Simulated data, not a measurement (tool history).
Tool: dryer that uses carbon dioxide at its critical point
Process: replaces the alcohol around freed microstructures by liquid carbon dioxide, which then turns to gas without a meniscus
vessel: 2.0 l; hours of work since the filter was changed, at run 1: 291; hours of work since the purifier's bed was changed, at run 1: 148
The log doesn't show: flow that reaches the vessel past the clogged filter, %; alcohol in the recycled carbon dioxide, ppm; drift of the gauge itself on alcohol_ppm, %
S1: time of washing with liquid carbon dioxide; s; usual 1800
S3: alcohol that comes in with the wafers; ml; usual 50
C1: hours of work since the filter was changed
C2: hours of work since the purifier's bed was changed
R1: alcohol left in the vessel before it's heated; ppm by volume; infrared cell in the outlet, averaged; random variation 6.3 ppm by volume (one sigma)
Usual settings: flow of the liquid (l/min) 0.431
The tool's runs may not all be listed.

Run 1, hour 0.0: usual settings; C1 291; C2 148. Result: R1 542 ppm by volume.
Run 2, hour 16.5: usual settings; C1 297; C2 154. Result: R1 536 ppm by volume.
Run 3, hour 33.0: usual settings; C1 302; C2 159. Result: R1 525 ppm by volume.
Run 4, hour 51.8: usual settings; C1 308; C2 165. Result: R1 545 ppm by volume.
Run 5, hour 74.6: usual settings but S1 1560 s; C1 316; C2 173. Result: R1 939 ppm by volume.
At hour 92.0: inlet filter changed.
Run 6, hour 93.4: usual settings but S1 1560 s; C1 0; C2 179. Result: R1 484 ppm by volume.
Run 7, hour 111.8: usual settings but S1 1560 s; C1 7; C2 185. Result: R1 506 ppm by volume.
Run 8, hour 128.7: usual settings but S3 26 ml; C1 12; C2 190. Result: R1 163 ppm by volume.
Run 9, hour 145.9: usual settings but flow of the liquid (l/min) 0.302, S3 26 ml; C1 18; C2 196. Result: R1 612 ppm by volume.
Run 10, hour 162.7: usual settings but flow of the liquid (l/min) 0.302, S3 26 ml; C1 23; C2 202. Result: R1 609 ppm by volume.
Run 11, hour 183.4: usual settings but flow of the liquid (l/min) 0.587, S3 26 ml; C1 30; C2 208. Result: R1 33 ppm by volume.
Run 12, hour 201.9: usual settings but flow of the liquid (l/min) 0.587, S3 26 ml; C1 36; C2 214. Result: R1 43 ppm by volume.
Run 13, hour 222.3: usual settings but S3 32 ml; C1 43; C2 221. Result: R1 211 ppm by volume.
Run 14, hour 243.7: usual settings but S3 32 ml; C1 50; C2 228. Result: R1 208 ppm by volume.
Run 15, hour 259.4: usual settings but S3 48 ml; C1 55; C2 233. Result: R1 302 ppm by volume.
Run 16, hour 275.1: usual settings but S3 48 ml; C1 60; C2 239. Result: R1 305 ppm by volume.
Run 17, hour 298.2: usual settings but S3 48 ml; C1 68; C2 246. Result: R1 325 ppm by volume.
Run 18, hour 321.5: usual settings but flow of the liquid (l/min) 0.556; C1 76; C2 254. Result: R1 97 ppm by volume.
Run 19, hour 334.4: usual settings but flow of the liquid (l/min) 0.556; C1 80; C2 258. Result: R1 115 ppm by volume.
Run 20, hour 354.8: usual settings; C1 87; C2 265. Result: R1 340 ppm by volume.
Run 21, hour 368.0: usual settings; C1 91; C2 269. Result: R1 346 ppm by volume.
Run 22, hour 386.5: usual settings but S3 72 ml; C1 97; C2 275. Result: R1 488 ppm by volume.
Run 23, hour 411.9: usual settings but S3 72 ml; C1 106; C2 284. Result: R1 514 ppm by volume.
Run 24, hour 435.1: usual settings but S1 1500 s, flow of the liquid (l/min) 0.278, S3 72 ml; C1 113; C2 291. Result: R1 3803 ppm by volume.
Run 25, hour 452.8: usual settings but S1 2700 s, flow of the liquid (l/min) 0.661, S3 109 ml; C1 119; C2 297. Result: R1 32 ppm by volume.
Run 26, hour 477.9: usual settings but S1 2700 s, flow of the liquid (l/min) 0.661, S3 109 ml; C1 127; C2 306. Result: R1 40 ppm by volume.
Run 27, hour 497.3: usual settings but S1 1320 s, flow of the liquid (l/min) 0.535, S3 57 ml; C1 134; C2 312. Result: R1 574 ppm by volume.
Run 28, hour 513.2: usual settings; C1 139; C2 317. Result: R1 372 ppm by volume.
Run 29, hour 536.1: usual settings; C1 147; C2 325. Result: R1 392 ppm by volume.
Run 30, hour 555.4: usual settings but S1 1740 s, flow of the liquid (l/min) 0.456, S3 98 ml; C1 153; C2 331. Result: R1 647 ppm by volume.
Run 31, hour 577.1: usual settings but S1 1740 s, flow of the liquid (l/min) 0.316, S3 22 ml; C1 160; C2 338. Result: R1 611 ppm by volume.
Run 32, hour 588.3: usual settings but S1 1740 s, flow of the liquid (l/min) 0.280, S3 54 ml; C1 164; C2 342. Result: R1 2163 ppm by volume.
Run 33, hour 611.8: usual settings but S1 1380 s, flow of the liquid (l/min) 0.445, S3 54 ml; C1 172; C2 350. Result: R1 1003 ppm by volume.
Run 34, hour 636.0: usual settings but flow of the liquid (l/min) 0.464; C1 180; C2 358. Result: R1 302 ppm by volume.
Run 35, hour 656.2: usual settings but S1 2880 s; C1 186; C2 364. Result: R1 65 ppm by volume.
Run 36, hour 671.0: usual settings but S1 2760 s, S3 115 ml; C1 191; C2 369. Result: R1 142 ppm by volume.
Run 37, hour 682.7: usual settings but S1 2220 s; C1 195; C2 373. Result: R1 189 ppm by volume.
Run 38, hour 702.5: usual settings but S1 2220 s; C1 202; C2 380. Result: R1 185 ppm by volume.
Run 39, hour 721.2: usual settings but flow of the liquid (l/min) 0.324, S3 115 ml; C1 208; C2 386. Result: R1 2862 ppm by volume.
Run 40, hour 740.1: usual settings but S1 1740 s, flow of the liquid (l/min) 0.583, S3 55 ml; C1 214; C2 392. Result: R1 156 ppm by volume.
Run 41, hour 761.7: usual settings but S1 1200 s; C1 221; C2 399. Result: R1 1729 ppm by volume.
Run 42, hour 779.5: usual settings but S1 1200 s; C1 227; C2 405. Result: R1 1667 ppm by volume.
Run 43, hour 804.0: usual settings but S1 1200 s, flow of the liquid (l/min) 0.331; C1 235; C2 413. Result: R1 3337 ppm by volume.
Run 44, hour 824.7: usual settings but S1 1380 s, flow of the liquid (l/min) 0.331, S3 115 ml; C1 242; C2 420. Result: R1 5667 ppm by volume.
Run 45, hour 849.3: usual settings but S1 1680 s, flow of the liquid (l/min) 0.701, S3 103 ml; C1 250; C2 428. Result: R1 143 ppm by volume.
Run 46, hour 862.9: usual settings but S1 2760 s, flow of the liquid (l/min) 0.701, S3 109 ml; C1 254; C2 433. Result: R1 36 ppm by volume.

The same runs without the tool's hidden state, with the same run-to-run variation:
run    R1
  1   270
  2   263
  3   250
  4   262
  5   488
  6   464
  7   479
  8   143
  9   576
 10   567
 11    14
 12    24
 13   175
 14   169
 15   248
 16   247
 17   261
 18    62
 19    77
 20   261
 21   263
 22   371
 23   385
 24  3286
 25    10
 26    16
 27   412
 28   251
 29   261
 30   434
 31   453
 32  1691
 33   712
 34   177
 35    21
 36    63
 37    96
 38    90
 39  1990
 40    71
 41  1209
 42  1158
 43  2521
 44  4089
 45    52
 46     3
